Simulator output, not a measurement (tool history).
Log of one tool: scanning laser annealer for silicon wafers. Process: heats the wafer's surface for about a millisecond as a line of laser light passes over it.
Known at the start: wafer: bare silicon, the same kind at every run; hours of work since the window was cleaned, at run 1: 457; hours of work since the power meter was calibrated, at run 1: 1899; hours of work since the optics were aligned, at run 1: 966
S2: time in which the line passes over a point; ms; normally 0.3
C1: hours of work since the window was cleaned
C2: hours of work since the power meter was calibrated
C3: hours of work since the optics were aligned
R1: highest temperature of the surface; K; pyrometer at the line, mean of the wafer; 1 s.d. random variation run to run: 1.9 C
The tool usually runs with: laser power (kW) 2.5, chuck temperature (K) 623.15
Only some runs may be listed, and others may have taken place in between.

{"run": 1, "hour": 0.0, "laser power (kW)": 2.5, "S2": 0.3, "chuck temperature (K)": 623.15, "C1": 457, "C2": 1899, "C3": 966, "R1": 1326.15}
{"run": 2, "hour": 83.9, "laser power (kW)": 2.5, "S2": 0.276, "chuck temperature (K)": 623.15, "C1": 509, "C2": 1952, "C3": 1018, "R1": 1293.15}
{"run": 3, "hour": 146.7, "laser power (kW)": 2.5, "S2": 0.276, "chuck temperature (K)": 623.15, "C1": 549, "C2": 1991, "C3": 1058, "R1": 1288.15}
{"hour": 216.7, "done": "window over the wafer cleaned"}
{"run": 4, "hour": 232.6, "laser power (kW)": 2.5, "S2": 0.3, "chuck temperature (K)": 623.15, "C1": 10, "C2": 2044, "C3": 1110, "R1": 1357.15}
{"run": 5, "hour": 301.5, "laser power (kW)": 2.5, "S2": 0.3, "chuck temperature (K)": 623.15, "C1": 53, "C2": 2087, "C3": 1153, "R1": 1356.15}
{"run": 6, "hour": 338.1, "laser power (kW)": 2.5, "S2": 0.3, "chuck temperature (K)": 623.15, "C1": 76, "C2": 2110, "C3": 1176, "R1": 1351.15}
{"run": 7, "hour": 385.7, "laser power (kW)": 2.5, "S2": 0.3, "chuck temperature (K)": 623.15, "C1": 106, "C2": 2140, "C3": 1206, "R1": 1343.15}
{"run": 8, "hour": 436.8, "laser power (kW)": 2.153, "S2": 0.3, "chuck temperature (K)": 623.15, "C1": 138, "C2": 2172, "C3": 1238, "R1": 1255.15}
{"run": 9, "hour": 494.2, "laser power (kW)": 2.153, "S2": 0.3, "chuck temperature (K)": 623.15, "C1": 174, "C2": 2208, "C3": 1274, "R1": 1254.15}
{"hour": 504.8, "done": "laser's power meter calibrated"}
{"run": 10, "hour": 553.5, "laser power (kW)": 2.5, "S2": 0.268, "chuck temperature (K)": 623.15, "C1": 209, "C2": 31, "C3": 1309, "R1": 1303.15}
{"run": 11, "hour": 588.3, "laser power (kW)": 2.5, "S2": 0.268, "chuck temperature (K)": 610.15, "C1": 231, "C2": 52, "C3": 1331, "R1": 1291.15}
{"run": 12, "hour": 667.2, "laser power (kW)": 2.5, "S2": 0.3, "chuck temperature (K)": 623.15, "C1": 280, "C2": 102, "C3": 1380, "R1": 1342.15}
{"run": 13, "hour": 731.7, "laser power (kW)": 2.592, "S2": 0.308, "chuck temperature (K)": 622.15, "C1": 321, "C2": 142, "C3": 1421, "R1": 1372.15}
{"run": 14, "hour": 782.5, "laser power (kW)": 2.592, "S2": 0.308, "chuck temperature (K)": 622.15, "C1": 352, "C2": 174, "C3": 1453, "R1": 1369.15}
{"run": 15, "hour": 849.6, "laser power (kW)": 2.152, "S2": 0.342, "chuck temperature (K)": 622.15, "C1": 394, "C2": 216, "C3": 1495, "R1": 1283.15}
{"run": 16, "hour": 926.8, "laser power (kW)": 2.749, "S2": 0.318, "chuck temperature (K)": 623.15, "C1": 443, "C2": 264, "C3": 1543, "R1": 1421.15}
{"hour": 940.0, "done": "laser's power meter calibrated, once more"}
{"run": 17, "hour": 964.8, "laser power (kW)": 2.655, "S2": 0.354, "chuck temperature (K)": 590.15, "C1": 465, "C2": 16, "C3": 1565, "R1": 1390.15}
{"run": 18, "hour": 1022.4, "laser power (kW)": 2.655, "S2": 0.354, "chuck temperature (K)": 590.15, "C1": 501, "C2": 52, "C3": 1601, "R1": 1386.15}
{"hour": 1052.8, "done": "optics aligned, line set to its width"}
{"run": 19, "hour": 1071.8, "laser power (kW)": 2.696, "S2": 0.315, "chuck temperature (K)": 590.15, "C1": 529, "C2": 79, "C3": 12, "R1": 1361.15}
{"run": 20, "hour": 1118.3, "laser power (kW)": 2.697, "S2": 0.319, "chuck temperature (K)": 607.15, "C1": 558, "C2": 109, "C3": 41, "R1": 1381.15}
{"run": 21, "hour": 1162.3, "laser power (kW)": 2.673, "S2": 0.327, "chuck temperature (K)": 588.15, "C1": 585, "C2": 136, "C3": 69, "R1": 1363.15}
{"hour": 1171.9, "done": "window over the wafer cleaned"}
{"run": 22, "hour": 1236.9, "laser power (kW)": 2.683, "S2": 0.331, "chuck temperature (K)": 588.15, "C1": 41, "C2": 182, "C3": 114, "R1": 1410.15}
{"run": 23, "hour": 1308.8, "laser power (kW)": 2.683, "S2": 0.331, "chuck temperature (K)": 588.15, "C1": 86, "C2": 227, "C3": 159, "R1": 1407.15}
{"run": 24, "hour": 1361.5, "laser power (kW)": 2.683, "S2": 0.252, "chuck temperature (K)": 588.15, "C1": 119, "C2": 260, "C3": 192, "R1": 1295.15}

Below are 3 alternative next runs, each starting from the tool's condition after run 24. Predict each:
{"run": "A", "hour": 1425.6, "laser power (kW)": 2.683, "S2": 0.272, "chuck temperature (K)": 588.15, "C1": 159, "C2": 300, "C3": 232, "R1": "?"}
{"run": "B", "hour": 1425.6, "laser power (kW)": 2.31, "S2": 0.252, "chuck temperature (K)": 636.15, "C1": 159, "C2": 300, "C3": 232, "R1": "?"}
{"run": "C", "hour": 1425.6, "laser power (kW)": 2.695, "S2": 0.274, "chuck temperature (K)": 628.15, "C1": 159, "C2": 300, "C3": 232, "R1": "?"}

run=A R1=1321.15
run=B R1=1249.15
run=C R1=1363.15
Had the tool no hidden state, the same runs would have come out as:
run=A R1=1336.15
run=B R1=1262.15
run=C R1=1378.15
